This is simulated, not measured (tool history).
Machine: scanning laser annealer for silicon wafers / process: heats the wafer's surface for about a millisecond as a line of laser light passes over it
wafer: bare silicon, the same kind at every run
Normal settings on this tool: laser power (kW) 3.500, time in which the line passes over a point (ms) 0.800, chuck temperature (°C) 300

run,day,laser power (kW),time in which the line passes over a point (ms),chuck temperature (°C),highest temperature of the surface (°C)
1,0.000,3.500,0.800,300,1091
2,0.775,3.500,0.800,300,1090
3,2.025,3.500,0.800,300,1089
4,3.454,3.621,0.800,300,1119
5,4.871,3.621,0.800,300,1115
6,5.738,3.621,0.800,300,1115
7,6.846,3.621,0.800,300,1116
# day 8.025: window over the wafer cleaned
8,8.512,3.050,0.800,300,984
9,10.088,3.530,0.800,300,1113
10,10.804,3.500,0.800,301,1107
11,11.896,3.500,0.800,338,1138
12,13.279,3.500,0.800,338,1140
13,14.217,3.500,0.987,338,1224
14,15.017,3.500,0.817,300,1105
15,16.017,3.500,0.800,300,1097
16,16.725,3.042,0.800,300,977
17,18.125,3.500,0.800,300,1094
18,19.046,3.500,0.800,300,1093
19,19.725,3.500,0.800,300,1097
20,21.225,3.500,0.800,300,1095
21,22.242,3.500,0.800,300,1090
22,23.562,3.500,0.800,300,1087
23,24.725,3.500,0.800,272,1063
24,25.767,2.984,0.870,322,1005
25,26.471,3.174,0.958,300,1067
26,27.271,3.757,0.800,293,1147
27,28.392,3.500,0.568,301,970
28,29.854,3.309,0.834,280,1030
29,31.242,3.309,0.834,280,1025
30,32.867,3.309,0.834,262,1009
31,33.808,3.489,0.829,278,1070
32,35.362,3.500,0.833,305,1101
33,36.083,3.249,0.809,271,987
34,37.242,3.249,0.809,271,990
35,38.388,3.249,0.809,271,987
36,39.608,3.249,0.809,271,983
# day 40.638: optics aligned, line set to its width
37,40.854,3.249,0.809,271,997
# day 41.975: window over the wafer cleaned
38,42.217,3.249,0.809,271,1014
39,43.675,3.705,0.767,306,1155
40,44.996,3.705,0.767,306,1152

Below, each run's measurement less what the same run would have read without the hidden state. Both values contain the same run-to-run variation, but the gauge's scatter may not be the same in both:
Hidden conditions of the tool in this case: light that passes the window, % of a clean one's; laser's true power over the reading, %; width of the line over the set one, %; drift of the gauge itself on peak_c, C.
run,highest temperature of the surface (°C)
1,-32
2,-32
3,-33
4,-36
5,-38
6,-39
7,-40
8,-13
9,-18
10,-18
11,-19
12,-21
13,-24
14,-23
15,-24
16,-21
17,-27
18,-27
19,-28
20,-30
21,-31
22,-32
23,-33
24,-30
25,-34
26,-39
27,-32
28,-37
29,-38
30,-40
31,-43
32,-45
33,-41
34,-42
35,-44
36,-45
37,-35
38,-14
39,-17
40,-19
